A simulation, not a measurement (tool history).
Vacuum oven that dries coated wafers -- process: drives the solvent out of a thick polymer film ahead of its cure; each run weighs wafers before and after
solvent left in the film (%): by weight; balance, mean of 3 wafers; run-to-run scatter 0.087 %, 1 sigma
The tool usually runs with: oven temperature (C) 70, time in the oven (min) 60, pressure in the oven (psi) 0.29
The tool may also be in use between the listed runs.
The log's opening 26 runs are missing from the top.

run	hour	oven temperature (C)	time in the oven (min)	pressure in the oven (psi)	solvent left in the film (%)
27	235.7	73	51	0.29	6.42
28	246.6	58	103	0.345	10.85
29	257.2	78	65	0.145	2.96
30	269.3	78	65	0.145	2.89
31	277.4	70	63	0.441	8.71
32	290	70	63	0.589	10.54
33	297.6	77	98	0.29	3.66
34	305.8	77	83	0.216	3.1
35	313	66	53	0.16	7.28
36	325.4	68	66	0.155	5.74
37	330.8	77	37	1.159	13.64
38	343.7	57	93	0.155	8.53
39	350	57	93	0.155	8.39
40	358.5	70	107	0.599	9.61
41	367.2	70	107	0.599	9.56
42	377.6	65	37	0.876	15.99
43	390.2	81	66	1.007	9.99
44	398.7	81	61	0.244	3.35
45	404.3	81	61	0.244	3.24
46	413.2	65	82	0.656	12.97
47	424.6	65	82	0.656	13.14
48	435.4	70	36	0.252	8.4

Consider 3 possible next runs. They are alternatives, not a sequence: every one starts from the tool as it was left by run 48. What does each give?
A	441.2	65	49	0.454	?
B	441.2	72	35	0.252	?
C	441.2	65	36	0.168	?

run	solvent left in the film (%)
A	11.5
B	7.9
C	9.06
With the hidden condition removed and each run's random variation left untouched, the same runs would have given:
run	solvent left in the film (%)
A	11.49
B	7.89
C	9.05
